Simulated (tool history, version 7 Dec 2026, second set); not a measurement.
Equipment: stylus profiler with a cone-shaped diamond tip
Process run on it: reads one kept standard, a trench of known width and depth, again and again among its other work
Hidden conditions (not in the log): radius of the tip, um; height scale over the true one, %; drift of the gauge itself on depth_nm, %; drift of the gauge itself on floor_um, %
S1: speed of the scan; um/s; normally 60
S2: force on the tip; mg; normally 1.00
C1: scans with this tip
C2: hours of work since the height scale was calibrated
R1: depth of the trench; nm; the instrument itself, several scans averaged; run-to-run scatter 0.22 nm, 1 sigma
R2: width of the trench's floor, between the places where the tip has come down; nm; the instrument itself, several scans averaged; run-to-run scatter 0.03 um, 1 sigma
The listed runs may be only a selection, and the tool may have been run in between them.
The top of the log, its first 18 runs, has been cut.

run   hour   S1    S2    C1   C2       R1     R2
 19  266.3   60  1.00  3380  305  1005.95  93540
 20  286.5   60  1.00  3491  315  1006.17  93480
 21  302.5   60  1.00  3580  323  1006.38  93520
 22  319.1   98  1.00  3672  331  1006.24  93320
 23  337.1   98  1.00  3771  340  1005.40  93310
 24  348.4   21  0.75  3833  346  1004.49  93620
 25  359.9   21  0.75  3896  351  1004.75  93650
 26  374.3   50  0.36  3976  358  1002.29  93390
 27  383.7  134  1.15  4028  363  1006.59  93160
 28  396.5   54  0.37  4098  369  1002.41  93340
 29  414.4   32  0.51  4197  378  1002.95  93510
 30  431.9   39  0.71  4294  387  1004.14  93470
 31  448.7   39  0.71  4386  395  1003.87  93540

For run 32, what comes out?
 32  461.2  17  2.21  4455  402   ?   ?

{"run 32": {"R1": 1010.72, "R2": 93640}}
Take away the tool's hidden state, keep the run-to-run variation as it was, and the same run would have given R1 1012.06 nm, R2 93920 nm.
